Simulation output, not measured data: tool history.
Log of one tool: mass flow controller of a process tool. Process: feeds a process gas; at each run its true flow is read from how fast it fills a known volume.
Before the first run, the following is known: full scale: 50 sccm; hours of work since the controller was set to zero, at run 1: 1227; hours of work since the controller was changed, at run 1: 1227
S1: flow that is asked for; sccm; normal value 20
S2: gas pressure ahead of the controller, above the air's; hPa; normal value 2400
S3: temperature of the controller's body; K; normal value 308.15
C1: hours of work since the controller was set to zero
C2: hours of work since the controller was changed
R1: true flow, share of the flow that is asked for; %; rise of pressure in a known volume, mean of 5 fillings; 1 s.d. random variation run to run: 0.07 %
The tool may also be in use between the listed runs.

run    hour  S1    S2      S3    C1    C2      R1
  1       0  20  2400  308.15  1227  1227    99.2
  2   117.5  48  2400  308.15  1310  1310  100.89
  3   237.7  20  2400  308.15  1395  1395   99.29
  4   353.7  20  2400  296.15  1476  1476   98.64
  5   483.2  20  2400  308.15  1568  1568    99.2
  6     561  20  1980  308.15  1622  1622   98.94
  7   700.3  20  1980  308.15  1720  1720      99
  8   837.7  20  1980  308.15  1817  1817   98.93
  9   945.4  20  1590  308.15  1893  1893    98.8
 10  1035.9  20  1960  308.15  1957  1957   98.93
 11  1105.1  20  2400  302.15  2006  2006   98.99
 12  1244.6  20  2400  308.15  2104  2104   99.37

What will run 13 give?
 13  1358.2  18  1440  308.15  2184  2184   ?

Run 13 yielded R1 98.38 %.
On a tool with no hidden condition, and with the same random variation, this run would have come out at R1 98.28 %.
